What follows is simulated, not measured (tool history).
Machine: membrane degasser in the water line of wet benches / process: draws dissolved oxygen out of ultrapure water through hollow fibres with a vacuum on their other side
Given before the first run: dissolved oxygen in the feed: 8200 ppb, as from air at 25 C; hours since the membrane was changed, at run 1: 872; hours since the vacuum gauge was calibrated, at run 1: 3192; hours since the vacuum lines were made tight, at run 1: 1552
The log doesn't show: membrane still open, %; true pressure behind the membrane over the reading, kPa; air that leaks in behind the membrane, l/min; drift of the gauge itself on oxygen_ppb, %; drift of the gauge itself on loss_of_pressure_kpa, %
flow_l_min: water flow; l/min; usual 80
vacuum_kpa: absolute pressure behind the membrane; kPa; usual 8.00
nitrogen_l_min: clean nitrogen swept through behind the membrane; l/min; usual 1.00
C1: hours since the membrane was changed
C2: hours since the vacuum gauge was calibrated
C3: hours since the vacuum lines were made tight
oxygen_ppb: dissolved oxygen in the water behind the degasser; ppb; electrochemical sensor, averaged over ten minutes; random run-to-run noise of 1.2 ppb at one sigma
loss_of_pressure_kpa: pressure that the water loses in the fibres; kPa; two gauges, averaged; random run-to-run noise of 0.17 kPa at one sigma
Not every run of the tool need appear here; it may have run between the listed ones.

Run 1, day 0.000: usual settings; C1 872; C2 3192; C3 1552. Result: oxygen_ppb 618.8 ppb, loss_of_pressure_kpa 30.14 kPa.
Run 2, day 1.888: usual settings; C1 918; C2 3237; C3 1597. Result: oxygen_ppb 618.9 ppb, loss_of_pressure_kpa 30.29 kPa.
Run 3, day 3.296: usual settings; C1 952; C2 3271; C3 1631. Result: oxygen_ppb 621.6 ppb, loss_of_pressure_kpa 30.26 kPa.
Run 4, day 4.162: usual settings; C1 972; C2 3292; C3 1652. Result: oxygen_ppb 621.3 ppb, loss_of_pressure_kpa 29.81 kPa.
Run 5, day 4.975: usual settings; C1 992; C2 3311; C3 1671. Result: oxygen_ppb 620.1 ppb, loss_of_pressure_kpa 29.85 kPa.
Run 6, day 6.767: usual settings; C1 1035; C2 3354; C3 1714. Result: oxygen_ppb 618.4 ppb, loss_of_pressure_kpa 29.82 kPa.
Run 7, day 8.304: usual settings; C1 1072; C2 3391; C3 1751. Result: oxygen_ppb 619.3 ppb, loss_of_pressure_kpa 29.87 kPa.
Run 8, day 9.238: usual settings; C1 1094; C2 3413; C3 1774. Result: oxygen_ppb 621.4 ppb, loss_of_pressure_kpa 30.11 kPa.
Run 9, day 11.012: usual settings; C1 1137; C2 3456; C3 1816. Result: oxygen_ppb 623.1 ppb, loss_of_pressure_kpa 30.30 kPa.
Run 10, day 12.683: usual settings but flow_l_min 78 l/min; C1 1177; C2 3496; C3 1856. Result: oxygen_ppb 611.0 ppb, loss_of_pressure_kpa 29.50 kPa.
Run 11, day 13.954: usual settings but flow_l_min 78 l/min; C1 1207; C2 3527; C3 1887. Result: oxygen_ppb 611.2 ppb, loss_of_pressure_kpa 29.39 kPa.
Run 12, day 15.221: usual settings but flow_l_min 78 l/min; C1 1238; C2 3557; C3 1917. Result: oxygen_ppb 608.9 ppb, loss_of_pressure_kpa 29.05 kPa.
Run 13, day 16.333: usual settings; C1 1264; C2 3584; C3 1944. Result: oxygen_ppb 620.7 ppb, loss_of_pressure_kpa 30.04 kPa.
Run 14, day 17.238: usual settings; C1 1286; C2 3606; C3 1966. Result: oxygen_ppb 620.4 ppb, loss_of_pressure_kpa 29.94 kPa.
Run 15, day 18.892: usual settings but vacuum_kpa 13.23 kPa; C1 1326; C2 3645; C3 2005. Result: oxygen_ppb 1217.8 ppb, loss_of_pressure_kpa 30.31 kPa.
Run 16, day 19.921: usual settings but vacuum_kpa 13.23 kPa; C1 1351; C2 3670; C3 2030. Result: oxygen_ppb 1210.1 ppb, loss_of_pressure_kpa 30.08 kPa.
Run 17, day 20.908: usual settings but flow_l_min 68 l/min, vacuum_kpa 10.88 kPa, nitrogen_l_min 1.74 l/min; C1 1374; C2 3694; C3 2054. Result: oxygen_ppb 577.4 ppb, loss_of_pressure_kpa 25.50 kPa.
Run 18, day 22.633: usual settings but flow_l_min 109 l/min, vacuum_kpa 11.07 kPa, nitrogen_l_min 2.39 l/min; C1 1416; C2 3735; C3 2095. Result: oxygen_ppb 675.5 ppb, loss_of_pressure_kpa 41.23 kPa.
At day 22.754: vacuum gauge calibrated.
Run 19, day 23.725: usual settings but flow_l_min 109 l/min, vacuum_kpa 9.05 kPa, nitrogen_l_min 0.42 l/min; C1 1441; C2 23; C3 2121. Result: oxygen_ppb 1386.0 ppb, loss_of_pressure_kpa 40.99 kPa.
Run 20, day 25.546: usual settings but flow_l_min 113 l/min, vacuum_kpa 10.86 kPa, nitrogen_l_min 1.47 l/min; C1 1485; C2 67; C3 2165. Result: oxygen_ppb 948.4 ppb, loss_of_pressure_kpa 42.73 kPa.
Run 21, day 26.746: usual settings but flow_l_min 113 l/min, vacuum_kpa 10.86 kPa, nitrogen_l_min 1.47 l/min; C1 1514; C2 96; C3 2193. Result: oxygen_ppb 950.0 ppb, loss_of_pressure_kpa 42.31 kPa.
At day 26.867: vacuum gauge calibrated, once more.
Run 22, day 27.762: usual settings but flow_l_min 58 l/min, vacuum_kpa 11.28 kPa, nitrogen_l_min 1.85 l/min; C1 1538; C2 21; C3 2217. Result: oxygen_ppb 500.1 ppb, loss_of_pressure_kpa 21.93 kPa.
Run 23, day 29.583: usual settings but flow_l_min 82 l/min, vacuum_kpa 8.49 kPa; C1 1581; C2 65; C3 2261. Result: oxygen_ppb 675.1 ppb, loss_of_pressure_kpa 30.78 kPa.
Run 24, day 31.346: usual settings but vacuum_kpa 11.49 kPa, nitrogen_l_min 0.83 l/min; C1 1624; C2 107; C3 2303. Result: oxygen_ppb 1128.2 ppb, loss_of_pressure_kpa 29.83 kPa.
Run 25, day 32.667: usual settings but flow_l_min 108 l/min, vacuum_kpa 6.86 kPa; C1 1655; C2 139; C3 2335. Result: oxygen_ppb 569.7 ppb, loss_of_pressure_kpa 40.62 kPa.
Run 26, day 34.212: usual settings but flow_l_min 72 l/min, vacuum_kpa 11.18 kPa, nitrogen_l_min 0.73 l/min; C1 1693; C2 176; C3 2372. Result: oxygen_ppb 1104.7 ppb, loss_of_pressure_kpa 27.39 kPa.
Run 27, day 35.992: usual settings but flow_l_min 52 l/min, vacuum_kpa 9.74 kPa, nitrogen_l_min 0.79 l/min; C1 1735; C2 219; C3 2415. Result: oxygen_ppb 709.9 ppb, loss_of_pressure_kpa 19.52 kPa.
Run 28, day 36.958: usual settings but flow_l_min 52 l/min, vacuum_kpa 9.74 kPa, nitrogen_l_min 0.79 l/min; C1 1758; C2 242; C3 2438. Result: oxygen_ppb 707.5 ppb, loss_of_pressure_kpa 19.43 kPa.
Run 29, day 38.562: usual settings but flow_l_min 52 l/min, vacuum_kpa 9.74 kPa, nitrogen_l_min 0.79 l/min; C1 1797; C2 281; C3 2476. Result: oxygen_ppb 713.1 ppb, loss_of_pressure_kpa 19.74 kPa.
Run 30, day 40.200: usual settings but flow_l_min 52 l/min, vacuum_kpa 9.74 kPa, nitrogen_l_min 0.79 l/min; C1 1836; C2 320; C3 2516. Result: oxygen_ppb 709.6 ppb, loss_of_pressure_kpa 19.68 kPa.
Run 31, day 41.054: usual settings but flow_l_min 86 l/min; C1 1857; C2 340; C3 2536. Result: oxygen_ppb 634.7 ppb, loss_of_pressure_kpa 32.65 kPa.

Entry by entry between the runs, the difference in hidden state between the last listed run before and the first listed run after:
Runs 18 to 19: vacuum gauge calibrated (day 22.754)
  true pressure behind the membrane over the reading, kPa: 0.1 -> 0.16; air that leaks in behind the membrane, l/min: 0.009 -> 0.0091
  the result without the hidden state subtracted from the measured one, oxygen_ppb: +8.5 -> +29.5 ppb; loss_of_pressure_kpa: +0.30 -> +0.30 kPa
Runs 21 to 22: vacuum gauge calibrated, once more (day 26.867)
  true pressure behind the membrane over the reading, kPa: 0.17 -> -0.04; air that leaks in behind the membrane, l/min: 0.0093 -> 0.0094
  the result without the hidden state subtracted from the measured one, oxygen_ppb: +18.0 -> -1.9 ppb; loss_of_pressure_kpa: +0.33 -> +0.18 kPa
